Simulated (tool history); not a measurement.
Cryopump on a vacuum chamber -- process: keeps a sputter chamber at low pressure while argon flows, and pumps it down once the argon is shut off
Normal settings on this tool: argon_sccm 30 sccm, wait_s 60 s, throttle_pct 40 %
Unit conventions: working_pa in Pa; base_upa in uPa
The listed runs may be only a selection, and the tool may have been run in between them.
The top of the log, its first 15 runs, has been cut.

| run | day | argon_sccm | wait_s | throttle_pct | working_pa | base_upa |
|---|---|---|---|---|---|---|
| 16 | 25.596 | 26 | 51 | 19 | 0.0968 | 1.86 |
| 17 | 26.525 | 24 | 50 | 26 | 0.0666 | 1.83 |
| 18 | 27.683 | 24 | 26 | 26 | 0.0669 | 2.88 |
| 19 | 29.308 | 24 | 94 | 21 | 0.0832 | 1.45 |
| 20 | 30.962 | 24 | 94 | 21 | 0.0837 | 1.43 |
| 21 | 31.833 | 24 | 94 | 21 | 0.0827 | 1.48 |
| 22 | 33.308 | 24 | 94 | 21 | 0.0839 | 1.47 |
|  | 34.658 | pump warmed up, emptied and cooled again |
| 23 | 35.400 | 18 | 24 | 30 | 0.0415 | 3.09 |
| 24 | 36.708 | 18 | 24 | 30 | 0.0417 | 3.06 |
| 25 | 38.592 | 18 | 24 | 30 | 0.0418 | 3.07 |
| 26 | 40.662 | 32 | 30 | 40 | 0.0571 | 2.55 |
| 27 | 42.517 | 32 | 57 | 40 | 0.0572 | 1.78 |
| 28 | 43.954 | 18 | 57 | 40 | 0.0329 | 1.91 |
| 29 | 45.758 | 18 | 57 | 40 | 0.0334 | 1.81 |
| 30 | 46.683 | 20 | 20 | 21 | 0.0689 | 3.70 |

Here are 3 independent what-if runs from the current tool condition. What would each one return?
| A | 47.629 | 24 | 75 | 17 | ? | ? |
| B | 47.629 | 30 | 32 | 27 | ? | ? |
| C | 47.629 | 55 | 32 | 17 | ? | ? |

| run | working_pa | base_upa |
|---|---|---|
| A | 0.1015 | 1.60 |
| B | 0.0816 | 2.62 |
| C | 0.2319 | 2.59 |
Had the tool no hidden state, the same runs would have come out as:
| run | working_pa | base_upa |
|---|---|---|
| A | 0.0977 | 0.80 |
| B | 0.0769 | 1.81 |
| C | 0.2233 | 1.79 |

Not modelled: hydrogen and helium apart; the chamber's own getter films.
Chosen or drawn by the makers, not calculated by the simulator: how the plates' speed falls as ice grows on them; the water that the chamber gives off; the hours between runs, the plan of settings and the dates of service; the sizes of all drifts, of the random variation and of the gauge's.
